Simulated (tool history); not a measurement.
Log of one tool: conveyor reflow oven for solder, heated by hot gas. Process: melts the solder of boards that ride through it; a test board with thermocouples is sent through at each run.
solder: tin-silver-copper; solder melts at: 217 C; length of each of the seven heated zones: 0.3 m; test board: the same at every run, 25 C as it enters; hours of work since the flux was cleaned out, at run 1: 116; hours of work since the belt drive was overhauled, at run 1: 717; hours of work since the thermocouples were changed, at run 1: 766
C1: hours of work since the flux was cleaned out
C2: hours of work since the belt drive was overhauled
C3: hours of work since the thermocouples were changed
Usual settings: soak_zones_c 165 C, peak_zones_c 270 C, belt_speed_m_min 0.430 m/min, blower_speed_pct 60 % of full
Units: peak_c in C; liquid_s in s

run 1 hour=0.0 | soak_zones_c=165 peak_zones_c=270 belt_speed_m_min=0.430 blower_speed_pct=60 | C1=116 C2=717 C3=766 | peak_c=248.8 liquid_s=55.8
run 2 hour=46.5 | soak_zones_c=165 peak_zones_c=270 belt_speed_m_min=0.430 blower_speed_pct=60 | C1=140 C2=740 C3=789 | peak_c=248.9 liquid_s=56.5
-- hour=88.2 belt drive overhauled, speed set with a stopwatch
run 3 hour=88.8 | soak_zones_c=165 peak_zones_c=270 belt_speed_m_min=0.430 blower_speed_pct=60 | C1=159 C2=0 C3=808 | peak_c=248.2 liquid_s=54.0
run 4 hour=142.3 | soak_zones_c=165 peak_zones_c=270 belt_speed_m_min=0.430 blower_speed_pct=60 | C1=186 C2=27 C3=836 | peak_c=248.0 liquid_s=54.1
run 5 hour=179.9 | soak_zones_c=165 peak_zones_c=270 belt_speed_m_min=0.430 blower_speed_pct=60 | C1=205 C2=46 C3=855 | peak_c=247.8 liquid_s=53.7
run 6 hour=226.5 | soak_zones_c=165 peak_zones_c=270 belt_speed_m_min=0.430 blower_speed_pct=79 | C1=229 C2=70 C3=878 | peak_c=252.6 liquid_s=59.2
run 7 hour=277.5 | soak_zones_c=165 peak_zones_c=270 belt_speed_m_min=0.430 blower_speed_pct=79 | C1=255 C2=96 C3=904 | peak_c=252.3 liquid_s=59.2
run 8 hour=309.7 | soak_zones_c=165 peak_zones_c=270 belt_speed_m_min=0.430 blower_speed_pct=87 | C1=271 C2=112 C3=920 | peak_c=254.0 liquid_s=60.9
run 9 hour=340.0 | soak_zones_c=165 peak_zones_c=270 belt_speed_m_min=0.430 blower_speed_pct=87 | C1=286 C2=127 C3=936 | peak_c=253.7 liquid_s=61.2
run 10 hour=392.7 | soak_zones_c=165 peak_zones_c=270 belt_speed_m_min=0.430 blower_speed_pct=87 | C1=313 C2=154 C3=962 | peak_c=253.6 liquid_s=60.7
run 11 hour=437.8 | soak_zones_c=165 peak_zones_c=270 belt_speed_m_min=0.349 blower_speed_pct=60 | C1=336 C2=177 C3=985 | peak_c=255.1 liquid_s=76.1
-- hour=464.2 flux residue cleaned out of gas plates and filters
run 12 hour=488.6 | soak_zones_c=165 peak_zones_c=270 belt_speed_m_min=0.349 blower_speed_pct=60 | C1=12 C2=200 C3=1008 | peak_c=254.5 liquid_s=75.6
run 13 hour=540.0 | soak_zones_c=165 peak_zones_c=270 belt_speed_m_min=0.349 blower_speed_pct=60 | C1=38 C2=226 C3=1034 | peak_c=254.4 liquid_s=75.5
run 14 hour=574.0 | soak_zones_c=165 peak_zones_c=270 belt_speed_m_min=0.349 blower_speed_pct=60 | C1=56 C2=243 C3=1052 | peak_c=254.6 liquid_s=75.8
run 15 hour=632.3 | soak_zones_c=165 peak_zones_c=259 belt_speed_m_min=0.430 blower_speed_pct=60 | C1=85 C2=273 C3=1081 | peak_c=237.3 liquid_s=42.6
run 16 hour=673.8 | soak_zones_c=165 peak_zones_c=259 belt_speed_m_min=0.430 blower_speed_pct=60 | C1=106 C2=294 C3=1102 | peak_c=237.1 liquid_s=42.1
run 17 hour=698.1 | soak_zones_c=165 peak_zones_c=259 belt_speed_m_min=0.430 blower_speed_pct=60 | C1=118 C2=306 C3=1114 | peak_c=237.3 liquid_s=42.1
run 18 hour=749.0 | soak_zones_c=165 peak_zones_c=259 belt_speed_m_min=0.430 blower_speed_pct=60 | C1=144 C2=332 C3=1140 | peak_c=237.5 liquid_s=42.5
-- hour=788.1 flux residue cleaned out of gas plates and filters, once more
run 19 hour=791.0 | soak_zones_c=161 peak_zones_c=270 belt_speed_m_min=0.413 blower_speed_pct=60 | C1=1 C2=351 C3=1159 | peak_c=250.2 liquid_s=58.2
run 20 hour=817.4 | soak_zones_c=165 peak_zones_c=283 belt_speed_m_min=0.430 blower_speed_pct=60 | C1=15 C2=364 C3=1172 | peak_c=260.1 liquid_s=64.4
run 21 hour=871.6 | soak_zones_c=165 peak_zones_c=283 belt_speed_m_min=0.430 blower_speed_pct=60 | C1=42 C2=392 C3=1200 | peak_c=260.2 liquid_s=65.4

The next listed run, before its measurement:
run 22 hour=899.9 | soak_zones_c=165 peak_zones_c=283 belt_speed_m_min=0.433 blower_speed_pct=85 | C1=57 C2=406 C3=1214 | peak_c=? liquid_s=?

{"run 22": {"peak_c": 266.2, "liquid_s": 68.8}}
Without the tool's hidden state the same run would have given peak_c 265.2 C, liquid_s 67.5 s.

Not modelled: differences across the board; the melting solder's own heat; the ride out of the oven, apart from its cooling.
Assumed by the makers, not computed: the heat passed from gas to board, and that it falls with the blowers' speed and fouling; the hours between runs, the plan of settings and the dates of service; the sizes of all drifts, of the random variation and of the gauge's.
